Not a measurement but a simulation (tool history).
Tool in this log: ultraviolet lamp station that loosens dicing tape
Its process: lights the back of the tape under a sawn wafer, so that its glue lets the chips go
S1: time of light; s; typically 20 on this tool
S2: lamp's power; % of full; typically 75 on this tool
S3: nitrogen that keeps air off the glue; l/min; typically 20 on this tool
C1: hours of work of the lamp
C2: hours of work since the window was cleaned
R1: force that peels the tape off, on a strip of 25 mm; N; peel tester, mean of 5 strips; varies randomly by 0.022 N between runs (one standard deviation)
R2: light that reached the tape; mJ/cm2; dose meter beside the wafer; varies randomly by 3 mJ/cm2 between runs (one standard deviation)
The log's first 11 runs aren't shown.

run	hour	S1	S2	S3	C1	C2	R1	R2
12	141.5	20	75	20	245	224	1.262	409
13	161.4	18	75	20	260	238	1.562	364
14	171.2	18	75	20	266	245	1.53	361
15	190.6	18	75	20	280	258	1.639	359
16	206.5	18	75	20	291	270	1.58	355
17	215.5	18	75	20	298	276	1.554	360
18	223.9	20	75	20	304	282	1.286	403
# hour 225.8: window cleaned of glue's vapour
19	236.9	20	75	7	313	8	2.176	382
20	255	12	75	20	325	21	2.848	227
21	264.8	12	75	20	332	28	2.893	230
# hour 268.8: window cleaned of glue's vapour, once more
22	283.7	20	75	20	345	11	1.179	419
23	294.2	28	75	20	353	18	0.603	580
24	310.8	28	75	21	365	30	0.577	575
25	326	17	79	7	375	40	2.399	372

Expected results for the next run?
26	336	17	79	21	382	48	?	?

{"run 26": {"R1": 1.453, "R2": 372}}
With the hidden condition absent and the run-to-run variation left alone, this run would have shown R1 1.28 N, R2 400 mJ/cm2.
